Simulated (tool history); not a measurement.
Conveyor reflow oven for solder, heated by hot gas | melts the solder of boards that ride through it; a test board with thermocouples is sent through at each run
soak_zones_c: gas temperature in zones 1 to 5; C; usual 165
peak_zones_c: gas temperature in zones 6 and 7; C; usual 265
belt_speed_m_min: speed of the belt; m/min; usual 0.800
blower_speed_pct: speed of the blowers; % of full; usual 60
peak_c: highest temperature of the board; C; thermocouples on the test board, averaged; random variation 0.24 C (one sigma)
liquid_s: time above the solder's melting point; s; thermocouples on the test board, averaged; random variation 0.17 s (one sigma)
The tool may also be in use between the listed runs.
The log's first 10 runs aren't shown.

run	hour	soak_zones_c	peak_zones_c	belt_speed_m_min	blower_speed_pct	peak_c	liquid_s
11	118.9	165	265	0.756	60	245.5	35.2
12	126.9	165	274	0.756	60	252.8	39.6
13	137.5	165	274	0.756	60	252.9	39.5
14	153.8	165	265	0.800	60	242.0	31.3
15	162.3	165	265	0.800	60	242.7	31.3
16	177.6	165	267	0.795	64	245.3	33.2
17	192.6	165	267	0.751	64	247.3	37.0
18	206.6	166	267	0.751	85	250.2	39.9
19	218.5	165	266	0.832	58	241.5	28.6
20	233.8	171	271	0.832	58	246.6	33.5
21	249.9	172	275	0.832	58	250.5	35.6
22	264.4	172	262	0.832	56	239.1	28.3
23	280.0	172	264	0.678	56	247.7	43.4
24	289.5	172	264	0.678	56	247.9	43.8
25	297.5	172	262	0.808	51	238.5	28.7
26	313.2	172	261	0.762	51	239.9	31.5
27	323.7	172	261	0.762	51	239.8	32.3
28	339.2	174	273	0.800	72	252.6	39.7
# hour 358.4: belt drive overhauled, speed set with a stopwatch
29	359.0	180	275	0.674	72	259.8	53.2
30	366.6	180	275	0.674	72	260.1	53.0

4 ways to go on from here, each from the tool as it stands after run 30. What would each give?
A	378.6	165	262	0.664	53	?	?
B	378.6	180	275	0.693	78	?	?
C	378.6	165	274	0.800	60	?	?
D	378.6	180	256	0.673	67	?	?

run	peak_c	liquid_s
A	243.8	39.0
B	260.1	51.5
C	248.6	34.0
D	242.4	43.0
Without the tool's hidden state the same runs would have given:
run	peak_c	liquid_s
A	247.7	42.5
B	264.2	53.4
C	253.4	37.1
D	245.9	46.2
